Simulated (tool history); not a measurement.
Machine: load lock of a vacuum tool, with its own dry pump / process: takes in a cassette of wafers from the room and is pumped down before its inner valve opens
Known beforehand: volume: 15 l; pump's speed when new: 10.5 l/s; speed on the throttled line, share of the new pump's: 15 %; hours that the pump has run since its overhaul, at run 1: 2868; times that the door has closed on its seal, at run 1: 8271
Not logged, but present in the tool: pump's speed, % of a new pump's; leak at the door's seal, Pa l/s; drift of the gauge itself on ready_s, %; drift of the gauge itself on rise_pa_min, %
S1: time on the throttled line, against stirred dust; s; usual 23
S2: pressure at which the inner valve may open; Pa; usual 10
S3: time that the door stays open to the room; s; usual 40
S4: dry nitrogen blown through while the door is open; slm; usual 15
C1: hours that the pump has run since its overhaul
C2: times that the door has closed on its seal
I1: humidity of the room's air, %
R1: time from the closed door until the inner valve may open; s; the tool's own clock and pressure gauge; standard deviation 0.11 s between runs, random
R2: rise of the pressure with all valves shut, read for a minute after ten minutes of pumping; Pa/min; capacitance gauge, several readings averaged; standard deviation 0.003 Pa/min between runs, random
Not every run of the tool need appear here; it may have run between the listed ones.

run	day	S1	S2	S3	S4	C1	C2	I1	R1	R2
1	0.000	23	10	40	15	2868	8271	41.9	33.0	0.052
2	2.050	23	10	40	35	2917	8378	45.1	33.0	0.038
3	4.342	23	10	40	35	2972	8496	43.3	32.8	0.039
4	7.950	23	16	40	15	3059	8683	44.2	32.2	0.056
5	10.375	23	16	40	15	3117	8809	43.5	32.3	0.056
6	14.058	41	10	40	15	3205	9000	46.7	48.3	0.061
7	15.708	23	10	40	15	3245	9085	45.4	32.9	0.059
8	19.446	23	10	40	15	3334	9279	44.7	32.9	0.056
9	21.604	23	10	40	15	3386	9391	45.3	33.0	0.056
10	24.354	23	10	139	15	3452	9534	45.6	33.0	0.085
11	28.108	23	10	40	15	3542	9728	46.7	32.9	0.060
12	31.579	23	10	40	15	3626	9908	44.6	32.8	0.058
13	33.767	23	10	32	15	3678	10021	45.4	33.1	0.053
14	36.392	23	10	40	15	3741	10158	43.7	32.9	0.055
15	39.667	36	10	40	15	3820	10327	45.1	43.9	0.058
16	41.825	23	14	40	15	3872	10439	44.5	32.6	0.051
17	43.392	23	14	40	15	3909	10520	47.0	32.4	0.061
18	46.312	23	14	40	15	3979	10672	46.1	32.5	0.056
19	48.992	23	14	40	15	4044	10811	43.5	32.5	0.056
20	52.721	23	14	40	15	4133	11004	45.9	32.4	0.059
21	56.325	33	9	92	10	4220	11191	46.1	41.6	0.078
22	59.096	23	17	98	32	4286	11334	42.5	32.1	0.056
23	60.917	23	17	98	32	4330	11429	41.9	32.2	0.057
24	64.450	23	17	98	32	4414	11612	45.8	32.1	0.056
25	66.654	27	9	58	20	4467	11726	42.2	36.5	0.050
26	69.529	23	12	140	16	4536	11875	44.7	32.4	0.079
27	71.150	13	8	59	5	4575	11959	44.6	24.7	0.079
28	74.838	13	13	34	7	4664	12150	44.3	24.0	0.064
29	76.738	21	10	179	15	4709	12249	49.1	31.1	0.097
30	78.900	32	8	40	45	4761	12361	42.0	40.8	0.034
31	81.250	15	11	40	15	4818	12482	47.0	26.0	0.059
32	83.512	15	11	40	15	4872	12600	47.6	25.8	0.059
33	86.238	20	10	53	15	4937	12741	45.7	30.3	0.064
34	88.129	23	10	61	15	4983	12839	43.8	33.0	0.066
35	91.588	24	10	61	15	5066	13018	44.6	33.8	0.067

Estimate the outcome of run 36 from the log above:
36	94.975	23	10	134	40	5147	13194	43.4	?	?

Run 36 gave R1 33.1 s, R2 0.058 Pa/min.
On a tool with no hidden condition, and with the same random variation, this run would have come out at R1 33.1 s, R2 0.058 Pa/min.
